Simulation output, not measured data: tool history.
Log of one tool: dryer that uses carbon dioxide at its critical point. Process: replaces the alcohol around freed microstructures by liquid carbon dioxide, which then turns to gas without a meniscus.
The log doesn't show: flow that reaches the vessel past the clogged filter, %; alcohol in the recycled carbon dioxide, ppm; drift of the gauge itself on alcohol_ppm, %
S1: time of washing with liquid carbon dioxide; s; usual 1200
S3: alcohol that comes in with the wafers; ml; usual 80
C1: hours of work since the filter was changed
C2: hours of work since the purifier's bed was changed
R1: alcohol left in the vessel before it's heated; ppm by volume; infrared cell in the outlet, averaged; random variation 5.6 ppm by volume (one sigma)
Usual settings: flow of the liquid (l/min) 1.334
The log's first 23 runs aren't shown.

Run 24, hour 230.6: usual settings but S1 720 s, flow of the liquid (l/min) 1.300, S3 30 ml; C1 249; C2 411. Result: R1 665 ppm by volume.
Run 25, hour 239.9: usual settings but S1 720 s, flow of the liquid (l/min) 1.300, S3 30 ml; C1 256; C2 419. Result: R1 673 ppm by volume.
Run 26, hour 247.8: usual settings but S1 720 s, flow of the liquid (l/min) 1.300, S3 30 ml; C1 263; C2 425. Result: R1 673 ppm by volume.
Run 27, hour 255.6: usual settings but S1 1740 s, flow of the liquid (l/min) 1.190, S3 50 ml; C1 269; C2 431. Result: R1 151 ppm by volume.
Run 28, hour 269.4: usual settings but flow of the liquid (l/min) 1.780; C1 279; C2 441. Result: R1 159 ppm by volume.
Run 29, hour 280.8: usual settings but flow of the liquid (l/min) 1.780; C1 288; C2 450. Result: R1 156 ppm by volume.
Run 30, hour 294.6: usual settings but S1 1860 s, flow of the liquid (l/min) 1.780, S3 71 ml; C1 299; C2 461. Result: R1 109 ppm by volume.
Run 31, hour 309.0: usual settings but S1 1860 s, flow of the liquid (l/min) 1.780, S3 71 ml; C1 310; C2 472. Result: R1 105 ppm by volume.
Run 32, hour 316.8: usual settings but S1 900 s, flow of the liquid (l/min) 1.980, S3 36 ml; C1 316; C2 478. Result: R1 178 ppm by volume.
Run 33, hour 327.1: usual settings but flow of the liquid (l/min) 2.240; C1 324; C2 486. Result: R1 132 ppm by volume.
Run 34, hour 337.9: usual settings but flow of the liquid (l/min) 2.240; C1 333; C2 495. Result: R1 132 ppm by volume.
Run 35, hour 351.8: usual settings but flow of the liquid (l/min) 2.240; C1 343; C2 505. Result: R1 124 ppm by volume.
Run 36, hour 363.3: usual settings but S1 720 s, flow of the liquid (l/min) 2.060, S3 49 ml; C1 352; C2 514. Result: R1 342 ppm by volume.
Run 37, hour 375.4: usual settings but S1 720 s, flow of the liquid (l/min) 2.160, S3 49 ml; C1 362; C2 524. Result: R1 305 ppm by volume.
Run 38, hour 389.6: usual settings but S1 1320 s, flow of the liquid (l/min) 2.160, S3 49 ml; C1 373; C2 535. Result: R1 124 ppm by volume.
Run 39, hour 402.9: usual settings but flow of the liquid (l/min) 1.680; C1 383; C2 545. Result: R1 211 ppm by volume.
Run 40, hour 412.7: usual settings but S3 22 ml; C1 391; C2 553. Result: R1 211 ppm by volume.
Run 41, hour 419.7: usual settings but S1 1800 s, S3 38 ml; C1 396; C2 558. Result: R1 153 ppm by volume.

Forecast each of these 4 alternatives for the next run:
Run A, hour 433.7: usual settings but S1 1620 s, flow of the liquid (l/min) 1.210, S3 74 ml; C1 407; C2 569. Result: R1 ?.
Run B, hour 433.7: usual settings but S1 1320 s, S3 37 ml; C1 407; C2 569. Result: R1 ?.
Run C, hour 433.7: usual settings but S1 1800 s, flow of the liquid (l/min) 1.750, S3 28 ml; C1 407; C2 569. Result: R1 ?.
Run D, hour 433.7: usual settings but flow of the liquid (l/min) 1.480; C1 407; C2 569. Result: R1 ?.

run   R1
  A  230
  B  223
  C  129
  D  326
Without the tool's hidden state the same runs would have given:
run   R1
  A   47
  B   52
  C    4
  D  105
